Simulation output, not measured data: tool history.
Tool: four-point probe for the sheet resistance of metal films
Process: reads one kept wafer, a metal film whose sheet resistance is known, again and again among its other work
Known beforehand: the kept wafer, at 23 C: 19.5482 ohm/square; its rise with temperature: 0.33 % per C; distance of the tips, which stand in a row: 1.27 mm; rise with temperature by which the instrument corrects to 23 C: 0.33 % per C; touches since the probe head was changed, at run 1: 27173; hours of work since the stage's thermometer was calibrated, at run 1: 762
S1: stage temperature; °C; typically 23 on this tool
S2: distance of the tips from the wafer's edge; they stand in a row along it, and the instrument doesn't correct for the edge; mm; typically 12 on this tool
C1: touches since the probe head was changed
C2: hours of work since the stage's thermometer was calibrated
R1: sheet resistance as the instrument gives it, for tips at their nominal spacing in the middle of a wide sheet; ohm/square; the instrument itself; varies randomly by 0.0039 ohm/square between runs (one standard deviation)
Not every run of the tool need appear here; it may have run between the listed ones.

{"run": 1, "hour": 0.0, "S1": 23, "S2": 12, "C1": 27173, "C2": 762, "R1": 19.696476}
{"run": 2, "hour": 45.0, "S1": 23, "S2": 11, "C1": 28284, "C2": 782, "R1": 19.705613}
{"run": 3, "hour": 90.8, "S1": 23, "S2": 11, "C1": 29414, "C2": 802, "R1": 19.7084}
{"run": 4, "hour": 127.9, "S1": 23, "S2": 11, "C1": 30330, "C2": 819, "R1": 19.702467}
{"run": 5, "hour": 174.6, "S1": 23, "S2": 11, "C1": 31484, "C2": 840, "R1": 19.700387}
{"run": 6, "hour": 210.3, "S1": 23, "S2": 11, "C1": 32363, "C2": 855, "R1": 19.692949}
{"run": 7, "hour": 236.9, "S1": 23, "S2": 3, "C1": 33021, "C2": 867, "R1": 21.263319}
{"run": 8, "hour": 271.4, "S1": 23, "S2": 12, "C1": 33873, "C2": 882, "R1": 19.678397}
{"run": 9, "hour": 293.8, "S1": 23, "S2": 24, "C1": 34424, "C2": 892, "R1": 19.584899}
{"run": 10, "hour": 325.3, "S1": 23, "S2": 3, "C1": 35203, "C2": 906, "R1": 21.262667}
{"run": 11, "hour": 370.6, "S1": 23, "S2": 3, "C1": 36321, "C2": 926, "R1": 21.255701}
{"run": 12, "hour": 406.7, "S1": 23, "S2": 3, "C1": 37211, "C2": 942, "R1": 21.251912}
{"run": 13, "hour": 443.1, "S1": 23, "S2": 3, "C1": 38110, "C2": 959, "R1": 21.254037}
{"run": 14, "hour": 488.2, "S1": 23, "S2": 3, "C1": 39223, "C2": 979, "R1": 21.248496}
{"run": 15, "hour": 517.8, "S1": 25, "S2": 34, "C1": 39954, "C2": 992, "R1": 19.553251}
{"run": 16, "hour": 557.8, "S1": 31, "S2": 5, "C1": 40940, "C2": 1009, "R1": 20.183133}
{"hour": 562.2, "done": "stage's thermometer calibrated"}
{"run": 17, "hour": 599.9, "S1": 30, "S2": 4, "C1": 41968, "C2": 17, "R1": 20.526217}
{"run": 18, "hour": 644.5, "S1": 30, "S2": 4, "C1": 43067, "C2": 36, "R1": 20.526413}
{"run": 19, "hour": 683.2, "S1": 25, "S2": 7, "C1": 44022, "C2": 54, "R1": 19.861774}
{"run": 20, "hour": 714.1, "S1": 28, "S2": 24, "C1": 44785, "C2": 67, "R1": 19.554529}
{"run": 21, "hour": 738.1, "S1": 31, "S2": 30, "C1": 45378, "C2": 78, "R1": 19.538162}
{"hour": 750.6, "done": "stage's thermometer calibrated, once more"}
{"run": 22, "hour": 765.7, "S1": 23, "S2": 49, "C1": 46047, "C2": 7, "R1": 19.544371}
{"run": 23, "hour": 796.0, "S1": 20, "S2": 39, "C1": 46795, "C2": 20, "R1": 19.544976}

Hidden state at the last listed run before each entry between runs and at the first one after, where it differs:
In the gap between runs 16 and 17: stage's thermometer calibrated (hour 562.2)
  inner tips' distance over the nominal, %: -0.004 -> -0.016; tips' flats over new ones', %: 40 -> 41; wafer's true temperature over the reading, C: -0.14 -> -0.21
  measured result minus the result with no hidden state, R1: -0.010251 -> -0.017313 ohm/square
In the gap between runs 21 and 22: stage's thermometer calibrated, once more (hour 750.6)
  inner tips' distance over the nominal, %: -0.051 -> -0.057; tips' flats over new ones', %: 44 -> 45; wafer's true temperature over the reading, C: -0.22 -> 0.03
  measured result minus the result with no hidden state, R1: -0.024769 -> -0.010336 ohm/square

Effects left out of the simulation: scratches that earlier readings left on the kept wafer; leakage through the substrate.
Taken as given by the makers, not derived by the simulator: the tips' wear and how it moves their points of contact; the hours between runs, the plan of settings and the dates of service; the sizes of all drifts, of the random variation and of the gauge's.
